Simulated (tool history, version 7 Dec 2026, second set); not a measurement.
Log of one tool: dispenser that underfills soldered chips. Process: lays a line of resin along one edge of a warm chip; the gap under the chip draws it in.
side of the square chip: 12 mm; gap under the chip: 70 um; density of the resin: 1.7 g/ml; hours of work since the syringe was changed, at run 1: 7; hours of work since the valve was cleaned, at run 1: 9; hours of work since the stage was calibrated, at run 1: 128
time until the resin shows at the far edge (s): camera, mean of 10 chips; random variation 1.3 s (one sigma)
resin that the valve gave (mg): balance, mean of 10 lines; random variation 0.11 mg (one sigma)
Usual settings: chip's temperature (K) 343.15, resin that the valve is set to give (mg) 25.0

run   hour  chip's temperature (K)  resin that the valve is set to give (mg)  hours of work since the syringe was changed  hours of work since the valve was cleaned  hours of work since the stage was calibrated  time until the resin shows at the far edge (s)  resin that the valve gave (mg)
  1    0.0                  343.15                                      25.0                                            7                                          9                                           128                                           175.7                           24.77
       3.5  -- new syringe of resin
  2    5.4                  343.15                                      25.0                                            1                                         13                                           132                                           127.4                           24.84
  3   13.6                  343.15                                      23.8                                            8                                         19                                           138                                           183.0                           23.57
      16.6  -- new syringe of resin
  4   23.6                  343.15                                      23.8                                            5                                         27                                           146                                           158.2                           23.46
      29.5  -- new syringe of resin
  5   29.7                  352.15                                      23.8                                            0                                         31                                           150                                            80.2                           23.41
  6   36.3                  354.15                                      25.0                                            5                                         36                                           155                                            91.6                           24.54
      42.8  -- new syringe of resin
  7   47.7                  343.15                                      25.0                                            4                                         45                                           163                                           142.0                           24.34
      55.6  -- new syringe of resin
      59.6  -- dispensing valve cleaned and set on the balance
  8   59.8                  343.15                                      25.0                                            2                                          0                                           172                                           134.9                           24.84
  9   66.4                  343.15                                      28.1                                            7                                          5                                           177                                           171.8                           27.80
      69.3  -- new syringe of resin
 10   72.9                  347.15                                      25.0                                            3                                         10                                           181                                           112.3                           24.87
 11   78.6                  343.15                                      24.1                                            7                                         14                                           186                                           171.4                           23.64
      82.5  -- new syringe of resin
 12   86.1                  343.15                                      24.1                                            3                                         20                                           191                                           136.4                           23.56
 13   94.4                  328.15                                      25.0                                            9                                         26                                           197                                           418.4                           24.62
      95.4  -- new syringe of resin
 14  105.7                  328.15                                      28.6                                            8                                         34                                           206                                           384.5                           27.93
     108.1  -- new syringe of resin
 15  112.1                  328.15                                      28.6                                            3                                         39                                           210                                           298.6                           27.77
     120.8  -- new syringe of resin
 16  123.1                  328.15                                      28.6                                            2                                         47                                           218                                           274.8                           27.65
 17  129.5                  328.15                                      28.6                                            7                                         52                                           223                                           360.6                           27.59
     131.6  -- dispensing valve cleaned and set on the balance
     134.9  -- new syringe of resin
 18  135.7                  328.15                                      28.6                                            1                                          3                                           227                                           256.4                           28.49
 19  144.0                  345.15                                      32.4                                            7                                          9                                           233                                           143.1                           32.33
     148.0  -- new syringe of resin
 20  155.2                  345.15                                      32.4                                            5                                         17                                           242                                           133.9                           32.09
     160.8  -- new syringe of resin
 21  160.8                  355.15                                      21.8                                            0                                         21                                           246                                            65.2                           21.48
 22  168.1                  341.15                                      25.0                                            6                                         27                                           251                                           166.4                           24.76
     174.0  -- new syringe of resin
 23  178.2                  330.15                                      32.4                                            3                                         34                                           259                                           258.3                           31.70
 24  184.5                  341.15                                      29.8                                            8                                         39                                           263                                           185.0                           29.03
     186.9  -- new syringe of resin
 25  191.5                  333.15                                      29.3                                            3                                         44                                           268                                           226.7                           28.44
 26  196.7                  333.15                                      29.3                                            7                                         48                                           272                                           273.9                           28.56
     199.8  -- new syringe of resin
     204.0  -- dispensing valve cleaned and set on the balance
 27  209.6                  333.15                                      29.3                                            7                                          4                                           281                                           267.6                           29.44
     213.8  -- new syringe of resin
 28  218.3                  348.15                                      25.0                                            3                                         11                                           287                                           105.3                           24.89
 29  225.3                  333.15                                      27.9                                            9                                         16                                           293                                           297.5                           27.59
     226.5  -- new syringe of resin
 30  233.8                  333.15                                      27.9                                            6                                         22                                           299                                           252.8                           27.31
     239.3  -- new syringe of resin
 31  239.3                  356.15                                      32.4                                            0                                         26                                           303                                            58.0                           32.06
 32  246.8                  352.15                                      30.9                                            6                                         32                                           309                                            96.9                           30.27
     252.1  -- new syringe of resin
 33  253.6                  328.15                                      23.5                                            1                                         37                                           314                                           259.4                           23.02
 34  260.8                  328.15                                      23.5                                            7                                         42                                           319                                           345.2                           22.77
     265.1  -- new syringe of resin
 35  269.1                  343.15                                      21.8                                            3                                         48                                           325                                           134.7                           21.35

Forecast each of these 3 alternatives for the next run:
  A  274.3                  353.15                                      23.4                                            7                                         52                                           329                                               ?                               ?
  B  274.3                  335.15                                      25.1                                            7                                         52                                           329                                               ?                               ?
  C  274.3                  345.15                                      32.1                                            7                                         52                                           329                                               ?                               ?

run  time until the resin shows at the far edge (s)  resin that the valve gave (mg)
  A                                           103.1                           22.81
  B                                           236.2                           24.26
  C                                           139.9                           30.97
Without the tool's hidden state the same runs would have given:
run  time until the resin shows at the far edge (s)  resin that the valve gave (mg)
  A                                            79.1                           23.54
  B                                           183.8                           25.04
  C                                           108.7                           31.96
